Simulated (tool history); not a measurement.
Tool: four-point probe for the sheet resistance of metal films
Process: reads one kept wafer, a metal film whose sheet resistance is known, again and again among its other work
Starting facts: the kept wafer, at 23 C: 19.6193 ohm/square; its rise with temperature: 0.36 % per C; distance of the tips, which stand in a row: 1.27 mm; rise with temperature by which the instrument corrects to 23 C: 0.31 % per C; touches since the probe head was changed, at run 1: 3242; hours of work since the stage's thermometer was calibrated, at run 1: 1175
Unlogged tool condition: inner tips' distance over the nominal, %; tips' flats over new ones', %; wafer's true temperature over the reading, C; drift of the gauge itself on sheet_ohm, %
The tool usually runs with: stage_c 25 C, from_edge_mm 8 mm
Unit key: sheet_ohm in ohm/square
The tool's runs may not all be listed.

run	hour	stage_c	from_edge_mm	touches since the probe head was changed	hours of work since the stage's thermometer was calibrated	sheet_ohm
1	0.0	25	8	3242	1175	19.948853
2	55.8	25	5	4394	1204	20.346451
3	169.4	25	5	6738	1263	20.343232
4	237.9	25	9	8152	1298	19.892517
5	295.3	25	3	9335	1328	21.395577
6	416.5	25	8	11838	1390	19.944395
7	476.0	25	8	13066	1421	19.934168
8	560.1	25	8	14802	1464	19.938499
9	629.6	20	8	16236	1500	19.882585
10	688.6	19	8	17453	1531	19.873965
11	769.9	19	8	19131	1573	19.873007
12	863.6	19	8	21065	1621	19.874071
13	914.2	19	8	22109	1647	19.869053
14	1011.4	19	8	24116	1698	19.859629
15	1116.4	19	8	26281	1752	19.864397
16	1166.6	19	8	27319	1778	19.862496
17	1257.5	19	8	29194	1825	19.849847
18	1356.3	28	8	31232	1876	19.943183
19	1465.3	25	8	33483	1932	19.907099
20	1539.8	19	8	35020	1971	19.844085
21	1616.4	20	6	36601	2010	20.049357
22	1691.8	22	15	38156	2049	19.688248
23	1746.5	24	22	39286	2078	19.658632
24	1810.8	24	22	40613	2111	19.654978
25	1884.0	24	6	42123	2149	20.083663
26	2006.8	33	5	44657	2212	20.356809
27	2113.1	33	5	46853	2267	20.343931
28	2224.3	29	25	49146	2324	19.679081
29	2275.8	29	25	50209	2351	19.680074
30	2397.8	29	25	52728	2414	19.671880
31	2452.1	21	9	53848	2442	19.779674
32	2519.9	23	5	55248	2477	20.245936
33	2571.3	21	5	56308	2504	20.221940
34	2669.7	21	8	58339	2555	19.828280
35	2765.3	30	6	60312	2604	20.107955

Branching from run 35: 5 alternative next runs. What would each branch give?
A	2877.0	19	34	62617	2662	?
B	2877.0	23	8	62617	2662	?
C	2877.0	18	8	62617	2662	?
D	2877.0	28	8	62617	2662	?
E	2877.0	19	5	62617	2662	?

run	sheet_ohm
A	19.556301
B	19.832585
C	19.794024
D	19.892498
E	20.186362
Had the tool no hidden state, the same runs would have come out as:
run	sheet_ohm
A	19.599226
B	19.875099
C	19.837766
D	19.933872
E	20.230748
